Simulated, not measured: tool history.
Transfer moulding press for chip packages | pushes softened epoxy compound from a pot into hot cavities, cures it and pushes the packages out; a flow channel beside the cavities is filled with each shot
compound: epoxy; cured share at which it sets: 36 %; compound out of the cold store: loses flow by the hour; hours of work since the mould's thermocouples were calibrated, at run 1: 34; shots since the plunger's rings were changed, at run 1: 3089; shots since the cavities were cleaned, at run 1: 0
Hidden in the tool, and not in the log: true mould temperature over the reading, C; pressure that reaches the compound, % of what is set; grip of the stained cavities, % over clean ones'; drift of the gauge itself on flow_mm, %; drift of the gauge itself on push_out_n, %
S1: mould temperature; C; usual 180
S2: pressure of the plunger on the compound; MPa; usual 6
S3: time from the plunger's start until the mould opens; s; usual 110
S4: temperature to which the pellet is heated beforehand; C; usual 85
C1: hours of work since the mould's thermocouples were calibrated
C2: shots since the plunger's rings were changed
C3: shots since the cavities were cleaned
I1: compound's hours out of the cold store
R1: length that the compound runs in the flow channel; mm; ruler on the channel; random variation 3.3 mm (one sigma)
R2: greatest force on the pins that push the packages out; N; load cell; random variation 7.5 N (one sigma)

| run | hour | S1 | S2 | S3 | S4 | C1 | C2 | C3 | I1 | R1 | R2 |
|---|---|---|---|---|---|---|---|---|---|---|---|
| 1 | 0 | 180 | 6 | 110 | 85 | 34 | 3089 | 0 | 27.6 | 512 | 318 |
| 2 | 14.5 | 180 | 6 | 110 | 85 | 44 | 3258 | 169 | 10.1 | 548 | 374 |
| 3 | 37.1 | 180 | 6 | 110 | 85 | 59 | 3521 | 432 | 42.5 | 487 | 431 |
|  | 59.2 | cavities cleaned with cleaning compound and waxed |
| 4 | 59.6 | 180 | 4.76 | 110 | 85 | 73 | 3767 | 5 | 38.9 | 434 | 299 |
| 5 | 85.4 | 180 | 4.76 | 110 | 85 | 91 | 4067 | 305 | 9.1 | 483 | 431 |
| 6 | 106.5 | 180 | 4.76 | 110 | 85 | 105 | 4313 | 551 | 27.1 | 448 | 446 |
|  | 119.7 | cavities cleaned with cleaning compound and waxed |
| 7 | 122.9 | 180 | 6 | 110 | 85 | 115 | 4487 | 38 | 38 | 489 | 322 |
| 8 | 147.4 | 180 | 6 | 110 | 85 | 131 | 4772 | 323 | 13.6 | 523 | 411 |
|  | 152.8 | plunger's sealing rings changed |
| 9 | 174.7 | 180 | 7.36 | 110 | 85 | 148 | 254 | 612 | 17 | 614 | 474 |
|  | 181.2 | cavities cleaned with cleaning compound and waxed |
| 10 | 187.7 | 180 | 7.36 | 110 | 85 | 155 | 388 | 76 | 47.9 | 550 | 333 |
| 11 | 207.7 | 180 | 7.36 | 110 | 85 | 169 | 622 | 310 | 19.1 | 602 | 417 |
| 12 | 224.2 | 180 | 6 | 110 | 87 | 180 | 813 | 501 | 17.8 | 542 | 462 |
|  | 240.3 | cavities cleaned with cleaning compound and waxed |
| 13 | 242.6 | 174 | 7.09 | 116 | 92 | 191 | 1011 | 27 | 29.9 | 586 | 385 |
| 14 | 263.5 | 180 | 6 | 110 | 91 | 205 | 1254 | 270 | 8.9 | 563 | 389 |
| 15 | 275.1 | 180 | 6 | 110 | 91 | 213 | 1389 | 405 | 23.4 | 530 | 425 |
| 16 | 288.2 | 182 | 7.09 | 116 | 85 | 222 | 1543 | 559 | 45.3 | 527 | 430 |
|  | 298.8 | cavities cleaned with cleaning compound and waxed |
| 17 | 311.6 | 182 | 7.09 | 116 | 85 | 236 | 1798 | 150 | 25.7 | 564 | 331 |
| 18 | 330.2 | 180 | 6 | 114 | 85 | 249 | 2014 | 366 | 36.1 | 502 | 404 |
| 19 | 346.4 | 172 | 5.91 | 95 | 77 | 259 | 2203 | 555 | 44.8 | 508 | 880 |
|  | 357.9 | cavities cleaned with cleaning compound and waxed |
| 20 | 361 | 172 | 5.91 | 95 | 77 | 268 | 2356 | 37 | 18.4 | 555 | 664 |
| 21 | 372.1 | 172 | 5.91 | 95 | 88 | 276 | 2485 | 166 | 21.3 | 546 | 727 |
| 22 | 393.7 | 180 | 6 | 110 | 85 | 290 | 2736 | 417 | 27 | 516 | 425 |
| 23 | 409.7 | 180 | 6 | 92 | 80 | 301 | 2923 | 604 | 33.5 | 501 | 553 |

Forecast each of these 5 alternatives for the next run:
|  | 417.2 | cavities cleaned with cleaning compound and waxed |
| A | 432.6 | 180 | 6 | 128 | 85 | 315 | 3172 | 179 | 34.4 | ? | ? |
|  | 417.2 | cavities cleaned with cleaning compound and waxed |
| B | 432.6 | 186 | 6 | 110 | 79 | 315 | 3172 | 179 | 21.4 | ? | ? |
|  | 417.2 | cavities cleaned with cleaning compound and waxed |
| C | 432.6 | 178 | 6 | 95 | 86 | 315 | 3172 | 179 | 28.1 | ? | ? |
|  | 417.2 | cavities cleaned with cleaning compound and waxed |
| D | 432.6 | 180 | 5.85 | 110 | 84 | 315 | 3172 | 179 | 17.4 | ? | ? |
|  | 417.2 | cavities cleaned with cleaning compound and waxed |
| E | 432.6 | 177 | 6 | 92 | 80 | 315 | 3172 | 179 | 13.3 | ? | ? |

| run | R1 | R2 |
|---|---|---|
| A | 494 | 327 |
| B | 500 | 321 |
| C | 516 | 479 |
| D | 524 | 363 |
| E | 549 | 573 |
Without the tool's hidden state the same runs would have given:
| run | R1 | R2 |
|---|---|---|
| A | 517 | 271 |
| B | 523 | 265 |
| C | 541 | 419 |
| D | 549 | 308 |
| E | 575 | 507 |

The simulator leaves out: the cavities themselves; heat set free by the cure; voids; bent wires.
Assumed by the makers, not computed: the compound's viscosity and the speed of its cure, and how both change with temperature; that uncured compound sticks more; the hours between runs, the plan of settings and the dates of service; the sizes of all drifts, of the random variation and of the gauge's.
